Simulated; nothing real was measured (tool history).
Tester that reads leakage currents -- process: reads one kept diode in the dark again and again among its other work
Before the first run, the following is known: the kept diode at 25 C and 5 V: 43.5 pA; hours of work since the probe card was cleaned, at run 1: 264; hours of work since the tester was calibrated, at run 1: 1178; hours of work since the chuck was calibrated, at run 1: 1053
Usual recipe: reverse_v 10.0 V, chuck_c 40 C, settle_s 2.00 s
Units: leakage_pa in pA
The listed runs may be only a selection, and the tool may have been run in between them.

run    hour  reverse_v  chuck_c  settle_s  hours of work since the probe card was cleaned  hours of work since the tester was calibrated  hours of work since the chuck was calibrated  leakage_pa
  1     0.0       10.0       40      2.00                                             264                                           1178                                          1053      244.49
  2    43.9       10.0       40      7.04                                             299                                           1212                                          1087      243.46
  3    76.6       10.0       40      2.00                                             325                                           1238                                          1113      244.45
  4   116.9       10.0       29      2.00                                             356                                           1270                                          1144      101.83
  5   159.3       10.0       29      2.00                                             390                                           1303                                          1178      101.67
  6   201.2       10.0       29      2.00                                             423                                           1336                                          1211      101.84
  7   227.1       10.0       41      2.00                                             443                                           1357                                          1231      267.05
  8   277.2       10.0       41      2.00                                             482                                           1396                                          1271      267.98
  9   303.0       10.0       40      2.00                                             503                                           1416                                          1291      247.85
 10   340.6       10.0       27      2.00                                             532                                           1446                                          1320       87.19
 11   382.8       10.0       27      2.00                                             566                                           1479                                          1354       87.52
 12   434.5       10.0       40      7.49                                             606                                           1520                                          1394      247.90
 13   468.2       10.0       40      7.49                                             633                                           1546                                          1421      248.94
 14   510.6       10.0       40      2.00                                             666                                           1580                                          1454      248.97
 15   532.7       10.0       45      2.00                                             683                                           1597                                          1472      368.80
 16   571.3       18.7       40      2.00                                             714                                           1627                                          1502      362.33
 17   609.1       18.7       40      2.00                                             744                                           1657                                          1532      367.17
 18   631.2       18.7       40      2.00                                             761                                           1674                                          1549      364.91
 19   680.5       18.7       40      2.00                                             800                                           1713                                          1588      364.78
 20   701.9       18.7       40      2.00                                             817                                           1730                                          1605      366.87
 21   744.4        4.3       34      0.68                                             850                                           1763                                          1638       96.43
 22   771.2        4.3       34      0.68                                             871                                           1784                                          1659       96.29
 23   818.4       10.0       23      1.93                                             908                                           1822                                          1696       64.10
 24   849.3       10.0       23      1.93                                             932                                           1846                                          1721       64.67
 25   870.5       12.9       50      1.93                                             949                                           1863                                          1737      625.87
 26   919.4       12.9       50      1.93                                             988                                           1901                                          1776      629.56
 27   961.5       10.1       50      4.03                                            1021                                           1934                                          1809      541.58
 28   985.6        5.9       26      1.29                                            1040                                           1953                                          1828       60.81
 29  1035.2        1.6       36      0.91                                            1079                                           1992                                          1867       62.58
 30  1081.3        3.7       40      3.30                                            1115                                           2028                                          1903      140.90
 31  1103.8        4.6       27      2.00                                            1133                                           2046                                          1921       56.63
 32  1135.6        4.6       27      2.00                                            1158                                           2071                                          1946       56.81
 33  1158.1       12.4       31      0.74                                            1175                                           2089                                          1963      146.33
 34  1191.7       10.0       37      2.00                                            1202                                           2115                                          1990      203.05
     1201.7  -- tester calibrated
 35  1230.1       10.0       37      2.00                                            1230                                             22                                          2018      208.08
 36  1262.1       10.0       37      2.00                                            1256                                             48                                          2044      207.77
 37  1291.6        7.5       21      1.61                                            1279                                             71                                          2067       48.25
 38  1321.3       10.0       56      6.58                                            1302                                             94                                          2090      860.75
 39  1360.8       10.0       56      6.58                                            1333                                            125                                          2121      859.04
 40  1411.3        2.2       25      0.37                                            1373                                            165                                          2161       33.40

For each run, the measured value with the value that run would have given without the tool's hidden condition subtracted. The run-to-run variation is shared by both, the gauge scatter possibly not:
Hidden state at play: stray current of the dirty probe card, pA a volt; current scale over the true one, %; true chuck temperature over the reading, C; drift of the gauge itself on leakage_pa, %.
run  leakage_pa
  1      +14.07
  2      +14.53
  3      +14.80
  4       +7.13
  5       +7.33
  6       +7.57
  7      +17.58
  8      +18.16
  9      +17.23
 10       +7.29
 11       +7.49
 12      +18.58
 13      +18.99
 14      +19.27
 15      +27.38
 16      +29.28
 17      +30.21
 18      +30.31
 19      +31.01
 20      +31.49
 21       +8.57
 22       +8.66
 23       +7.41
 24       +7.57
 25      +51.30
 26      +52.60
 27      +45.90
 28       +6.83
 29       +6.06
 30      +13.59
 31       +6.55
 32       +6.64
 33      +16.50
 34      +21.61
 35      +26.52
 36      +26.73
 37       +7.77
 38      +95.47
 39      +96.19
 40       +4.70

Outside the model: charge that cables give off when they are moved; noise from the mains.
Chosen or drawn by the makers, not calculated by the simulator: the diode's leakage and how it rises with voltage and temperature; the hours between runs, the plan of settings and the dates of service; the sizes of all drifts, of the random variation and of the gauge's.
